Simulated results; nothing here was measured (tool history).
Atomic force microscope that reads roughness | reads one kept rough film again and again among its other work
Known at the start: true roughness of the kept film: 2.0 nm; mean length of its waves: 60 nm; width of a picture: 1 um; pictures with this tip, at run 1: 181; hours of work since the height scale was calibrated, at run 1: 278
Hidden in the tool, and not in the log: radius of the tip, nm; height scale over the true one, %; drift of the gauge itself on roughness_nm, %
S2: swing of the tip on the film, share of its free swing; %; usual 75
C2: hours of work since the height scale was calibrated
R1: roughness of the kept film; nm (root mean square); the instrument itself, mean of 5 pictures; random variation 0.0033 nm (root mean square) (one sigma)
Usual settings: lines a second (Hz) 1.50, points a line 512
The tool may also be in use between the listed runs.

{"run": 1, "hour": 0.0, "lines a second (Hz)": 1.5, "S2": 75, "points a line": 512, "pictures with this tip": 181, "C2": 278, "R1": 1.865}
{"run": 2, "hour": 26.7, "lines a second (Hz)": 1.5, "S2": 75, "points a line": 473, "pictures with this tip": 199, "C2": 290, "R1": 1.864}
{"run": 3, "hour": 70.2, "lines a second (Hz)": 1.5, "S2": 75, "points a line": 512, "pictures with this tip": 229, "C2": 310, "R1": 1.854}
{"run": 4, "hour": 117.1, "lines a second (Hz)": 1.5, "S2": 80, "points a line": 512, "pictures with this tip": 262, "C2": 332, "R1": 1.834}
{"hour": 123.4, "done": "new tip fitted"}
{"run": 5, "hour": 160.1, "lines a second (Hz)": 1.5, "S2": 75, "points a line": 512, "pictures with this tip": 25, "C2": 351, "R1": 1.902}
{"run": 6, "hour": 214.0, "lines a second (Hz)": 1.5, "S2": 75, "points a line": 512, "pictures with this tip": 62, "C2": 376, "R1": 1.889}
{"run": 7, "hour": 245.9, "lines a second (Hz)": 1.5, "S2": 75, "points a line": 512, "pictures with this tip": 84, "C2": 391, "R1": 1.89}
{"run": 8, "hour": 282.8, "lines a second (Hz)": 1.5, "S2": 75, "points a line": 512, "pictures with this tip": 110, "C2": 408, "R1": 1.882}
{"run": 9, "hour": 339.4, "lines a second (Hz)": 0.86, "S2": 65, "points a line": 512, "pictures with this tip": 149, "C2": 434, "R1": 1.92}
{"hour": 344.9, "done": "height scale calibrated on a step standard"}
{"run": 10, "hour": 386.0, "lines a second (Hz)": 1.46, "S2": 81, "points a line": 259, "pictures with this tip": 181, "C2": 19, "R1": 1.851}
{"run": 11, "hour": 417.1, "lines a second (Hz)": 1.46, "S2": 81, "points a line": 259, "pictures with this tip": 202, "C2": 33, "R1": 1.844}
{"run": 12, "hour": 445.3, "lines a second (Hz)": 1.98, "S2": 75, "points a line": 586, "pictures with this tip": 222, "C2": 46, "R1": 1.846}
{"run": 13, "hour": 483.4, "lines a second (Hz)": 2.76, "S2": 59, "points a line": 384, "pictures with this tip": 248, "C2": 64, "R1": 1.885}
{"hour": 510.3, "done": "new tip fitted"}
{"run": 14, "hour": 541.3, "lines a second (Hz)": 2.76, "S2": 59, "points a line": 384, "pictures with this tip": 22, "C2": 90, "R1": 1.926}
{"run": 15, "hour": 601.8, "lines a second (Hz)": 2.76, "S2": 82, "points a line": 451, "pictures with this tip": 63, "C2": 118, "R1": 1.795}
{"run": 16, "hour": 639.9, "lines a second (Hz)": 1.5, "S2": 88, "points a line": 512, "pictures with this tip": 90, "C2": 135, "R1": 1.834}

3 ways to go on from here, each from the tool as it stands after run 16. What would each give?
{"hour": 665.3, "done": "height scale calibrated on a step standard, once more"}
{"run": "A", "hour": 704.0, "lines a second (Hz)": 1.5, "S2": 62, "points a line": 358, "pictures with this tip": 133, "C2": 18, "R1": "?"}
{"hour": 665.3, "done": "height scale calibrated on a step standard, once more"}
{"run": "B", "hour": 704.0, "lines a second (Hz)": 1.5, "S2": 76, "points a line": 512, "pictures with this tip": 133, "C2": 18, "R1": "?"}
{"hour": 665.3, "done": "height scale calibrated on a step standard, once more"}
{"run": "C", "hour": 704.0, "lines a second (Hz)": 0.85, "S2": 75, "points a line": 405, "pictures with this tip": 133, "C2": 18, "R1": "?"}

run=A R1=1.904
run=B R1=1.867
run=C R1=1.894
Without the tool's hidden state the same runs would have given:
run=A R1=1.933
run=B R1=1.895
run=C R1=1.923
